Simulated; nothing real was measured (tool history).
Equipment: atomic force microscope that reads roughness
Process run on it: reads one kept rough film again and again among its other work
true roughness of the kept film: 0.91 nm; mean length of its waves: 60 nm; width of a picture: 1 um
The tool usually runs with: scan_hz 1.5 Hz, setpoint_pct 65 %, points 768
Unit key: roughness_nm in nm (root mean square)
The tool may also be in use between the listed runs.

run 1 day=0 | scan_hz=1.5 setpoint_pct=65 points=768 | roughness_nm=0.879
run 2 day=0.358 | scan_hz=1.5 setpoint_pct=65 points=768 | roughness_nm=0.879
run 3 day=0.738 | scan_hz=1.5 setpoint_pct=65 points=768 | roughness_nm=0.881
run 4 day=1.092 | scan_hz=1.5 setpoint_pct=65 points=325 | roughness_nm=0.874
run 5 day=1.85 | scan_hz=1.5 setpoint_pct=65 points=325 | roughness_nm=0.877
run 6 day=2.462 | scan_hz=1.5 setpoint_pct=65 points=768 | roughness_nm=0.879
run 7 day=2.775 | scan_hz=1.5 setpoint_pct=65 points=703 | roughness_nm=0.879
run 8 day=3.408 | scan_hz=1.5 setpoint_pct=65 points=703 | roughness_nm=0.88
run 9 day=3.829 | scan_hz=1.5 setpoint_pct=65 points=768 | roughness_nm=0.873
run 10 day=4.25 | scan_hz=1.5 setpoint_pct=60 points=768 | roughness_nm=0.878
run 11 day=4.588 | scan_hz=1.5 setpoint_pct=65 points=858 | roughness_nm=0.878
run 12 day=4.921 | scan_hz=1.5 setpoint_pct=65 points=858 | roughness_nm=0.875
run 13 day=5.325 | scan_hz=1.5 setpoint_pct=87 points=768 | roughness_nm=0.834
run 14 day=6.033 | scan_hz=1.5 setpoint_pct=87 points=768 | roughness_nm=0.829
run 15 day=6.533 | scan_hz=1.5 setpoint_pct=87 points=768 | roughness_nm=0.829
run 16 day=6.938 | scan_hz=1.9 setpoint_pct=87 points=768 | roughness_nm=0.815
run 17 day=7.575 | scan_hz=1.9 setpoint_pct=87 points=768 | roughness_nm=0.808
run 18 day=8.129 | scan_hz=1.9 setpoint_pct=87 points=768 | roughness_nm=0.806
run 19 day=8.471 | scan_hz=1.9 setpoint_pct=87 points=768 | roughness_nm=0.819
run 20 day=9.162 | scan_hz=1.9 setpoint_pct=87 points=768 | roughness_nm=0.815
run 21 day=9.675 | scan_hz=1.9 setpoint_pct=87 points=768 | roughness_nm=0.824
run 22 day=10.433 | scan_hz=3.07 setpoint_pct=57 points=768 | roughness_nm=0.873
run 23 day=11.112 | scan_hz=3.07 setpoint_pct=70 points=339 | roughness_nm=0.837
run 24 day=11.588 | scan_hz=0.64 setpoint_pct=65 points=467 | roughness_nm=0.888
run 25 day=12.092 | scan_hz=0.64 setpoint_pct=65 points=978 | roughness_nm=0.888
run 26 day=12.846 | scan_hz=1.84 setpoint_pct=73 points=978 | roughness_nm=0.853
run 27 day=13.367 | scan_hz=1.84 setpoint_pct=73 points=342 | roughness_nm=0.853
run 28 day=13.721 | scan_hz=1.45 setpoint_pct=65 points=722 | roughness_nm=0.877
run 29 day=14.171 | scan_hz=1.5 setpoint_pct=69 points=768 | roughness_nm=0.871
run 30 day=14.925 | scan_hz=1.5 setpoint_pct=69 points=768 | roughness_nm=0.871
run 31 day=15.296 | scan_hz=3.24 setpoint_pct=68 points=862 | roughness_nm=0.842
run 32 day=16.1 | scan_hz=3.17 setpoint_pct=63 points=332 | roughness_nm=0.847
run 33 day=16.467 | scan_hz=3.17 setpoint_pct=63 points=332 | roughness_nm=0.853
run 34 day=16.979 | scan_hz=2.09 setpoint_pct=74 points=764 | roughness_nm=0.843
run 35 day=17.479 | scan_hz=2.09 setpoint_pct=74 points=764 | roughness_nm=0.844
run 36 day=17.967 | scan_hz=2.09 setpoint_pct=74 points=764 | roughness_nm=0.843
run 37 day=18.404 | scan_hz=0.69 setpoint_pct=69 points=430 | roughness_nm=0.888
run 38 day=18.829 | scan_hz=1.19 setpoint_pct=77 points=430 | roughness_nm=0.866

The log once held 4 entries between its listed runs, left out of this copy. Where does each go, and what is different about the tool's unlogged condition between the listed run before it and the listed run after it?
Runs 18 to 19: new tip fitted (day 8.183)
  radius of the tip, nm: 17.4 -> 7.4; height scale over the true one, %: 0.02 -> 0.01
  measured value less the no-hidden-state value, roughness_nm: -0.008 -> -0.001 nm (root mean square)
Runs 27 to 28: height scale calibrated on a step standard (day 13.458)
  radius of the tip, nm: 12.7 -> 13.1; height scale over the true one, %: 0 -> -0.01
  measured value less the no-hidden-state value, roughness_nm: -0.005 -> -0.006 nm (root mean square)
Runs 31 to 32: height scale calibrated on a step standard, once more (day 15.879)
  radius of the tip, nm: 14.8 -> 15.5; height scale over the true one, %: -0.01 -> 0.05
  measured value less the no-hidden-state value, roughness_nm: -0.007 -> -0.006 nm (root mean square)
Runs 36 to 37: new tip fitted (day 18.267)
  radius of the tip, nm: 17.5 -> 7.4
  measured value less the no-hidden-state value, roughness_nm: -0.008 -> +0 nm (root mean square)
